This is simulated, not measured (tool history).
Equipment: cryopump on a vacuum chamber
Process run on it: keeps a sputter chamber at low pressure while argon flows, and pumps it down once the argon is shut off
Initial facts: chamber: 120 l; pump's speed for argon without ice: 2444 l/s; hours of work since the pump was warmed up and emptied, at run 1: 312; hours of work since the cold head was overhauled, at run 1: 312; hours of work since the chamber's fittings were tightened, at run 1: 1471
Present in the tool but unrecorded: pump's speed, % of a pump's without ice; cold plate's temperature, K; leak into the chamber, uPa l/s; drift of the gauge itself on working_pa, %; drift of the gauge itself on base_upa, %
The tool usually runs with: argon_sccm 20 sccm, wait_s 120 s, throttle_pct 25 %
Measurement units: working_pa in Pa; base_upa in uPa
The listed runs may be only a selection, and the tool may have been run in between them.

run	hour	argon_sccm	wait_s	throttle_pct	hours of work since the pump was warmed up and emptied	hours of work since the cold head was overhauled	hours of work since the chamber's fittings were tightened	working_pa	base_upa
1	0.0	20	120	25	312	312	1471	0.0586	1.53
2	19.1	20	120	25	321	321	1480	0.0587	1.56
3	35.0	15	120	25	328	328	1487	0.0437	1.58
4	46.9	20	30	25	334	334	1492	0.0585	2.89
5	62.6	20	120	25	341	341	1500	0.0594	1.53
6	76.9	20	120	25	348	348	1506	0.0595	1.56
7	89.7	9	120	25	354	354	1512	0.0271	1.55
8	100.3	9	120	25	358	358	1517	0.0277	1.64
9	120.8	16	120	25	368	368	1527	0.0469	1.63
10	139.3	20	56	25	377	377	1535	0.0604	2.16
11	149.6	20	56	25	381	381	1540	0.0592	2.10
12	165.2	20	298	25	389	389	1547	0.0604	1.39
13	184.9	20	298	25	398	398	1557	0.0599	1.41
14	199.0	20	298	46	404	404	1563	0.0346	1.50
15	209.6	20	298	46	409	409	1568	0.0353	1.43
16	219.1	20	298	46	414	414	1572	0.0344	1.43
17	230.3	20	298	46	419	419	1578	0.0353	1.42
18	250.6	20	298	46	428	428	1587	0.0357	1.49
19	267.6	20	298	46	436	436	1595	0.0357	1.51
20	279.3	12	248	46	442	442	1600	0.0205	1.55
21	289.0	12	25	23	446	446	1605	0.0395	3.44
22	303.5	12	25	23	453	453	1612	0.0391	3.44
23	319.2	12	25	23	460	460	1619	0.0389	3.45
24	331.3	12	25	23	466	466	1625	0.0402	3.48
25	344.2	12	25	23	472	472	1631	0.0397	3.50
26	364.0	12	195	33	481	481	1640	0.0283	1.71
27	376.1	39	143	25	487	487	1645	0.1211	1.81
28	385.9	39	143	25	491	491	1650	0.1192	1.83
29	404.6	28	125	34	500	500	1659	0.0667	1.85
30	425.0	13	251	47	509	509	1668	0.0227	1.63
31	436.5	13	251	47	515	515	1673	0.0235	1.69
32	445.7	9	91	16	519	519	1678	0.0415	2.08
33	457.9	9	91	16	525	525	1683	0.0417	2.02
34	478.1	9	91	16	534	534	1693	0.0426	2.11
35	498.8	38	285	25	544	544	1702	0.1191	1.71

How would selected steps in working_pa from run to run divide? Give the signed amount a tool lacking its hidden state would still show from settings, what came in and random variation, and the signed amount left for the hidden state, including any gauge scatter that is not in both of the compared results.
Run 26 -> 27: argon_sccm 12 -> 39, wait_s 195 -> 143, throttle_pct 33 -> 25. working_pa +0.0928 Pa: hidden state +0.0085, all else +0.0843.
Run 28 -> 29: argon_sccm 39 -> 28, wait_s 143 -> 125, throttle_pct 25 -> 34. working_pa -0.0525 Pa: hidden state -0.0032, all else -0.0493.
Run 29 -> 30: argon_sccm 28 -> 13, wait_s 125 -> 251, throttle_pct 34 -> 47. working_pa -0.0440 Pa: hidden state -0.0048, all else -0.0392.
Run 34 -> 35: argon_sccm 9 -> 38, wait_s 91 -> 285, throttle_pct 16 -> 25. working_pa +0.0765 Pa: hidden state +0.0106, all else +0.0659.
